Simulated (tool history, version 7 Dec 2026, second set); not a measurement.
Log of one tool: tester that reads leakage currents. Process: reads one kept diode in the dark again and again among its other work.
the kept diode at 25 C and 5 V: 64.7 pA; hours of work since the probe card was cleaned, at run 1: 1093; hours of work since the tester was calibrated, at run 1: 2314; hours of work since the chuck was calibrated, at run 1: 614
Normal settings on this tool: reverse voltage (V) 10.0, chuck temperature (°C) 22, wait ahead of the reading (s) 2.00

run	day	reverse voltage (V)	chuck temperature (°C)	wait ahead of the reading (s)	hours of work since the probe card was cleaned	hours of work since the tester was calibrated	hours of work since the chuck was calibrated	current that the tester gives (pA)
1	0.000	10.0	22	2.00	1093	2314	614	73.64
2	7.046	10.0	50	2.00	1187	2409	709	755.68
3	13.771	10.0	50	2.00	1278	2500	799	764.88
4	20.725	10.0	50	2.00	1371	2593	893	772.71
5	30.083	10.0	50	2.00	1497	2719	1019	784.76
6	38.262	10.0	22	2.00	1607	2829	1129	80.34
7	44.025	10.0	22	2.00	1685	2906	1206	80.97
8	51.779	10.0	22	2.00	1789	3011	1311	82.86
9	59.108	10.0	22	2.10	1887	3109	1409	83.98
10	65.996	9.5	33	7.84	1980	3202	1502	209.86
11	70.642	6.5	59	2.61	2043	3264	1564	1391.62
12	77.196	14.2	39	2.26	2131	3352	1652	405.22
# day 84.921: probe card cleaned and baked
# day 85.004: chuck's temperature calibrated
13	85.554	8.8	32	2.00	7	3462	7	152.95
14	91.092	17.7	22	3.81	82	3537	82	81.05
15	98.783	10.8	45	0.50	185	3640	185	496.27

Alternative continuations, all from the tool just after run 15; predict every row:
A	107.100	14.9	57	1.93	297	3752	297	?
B	107.100	1.7	45	0.50	297	3752	297	?
C	107.100	10.8	33	0.36	297	3752	297	?
D	107.100	10.2	24	8.14	297	3752	297	?
E	107.100	19.7	32	2.22	297	3752	297	?

run	current that the tester gives (pA)
A	1406.22
B	260.58
C	190.02
D	81.78
E	212.58
With the hidden condition removed and each run's random variation left untouched, the same runs would have given:
run	current that the tester gives (pA)
A	1330.71
B	245.94
C	178.20
D	75.92
E	198.45
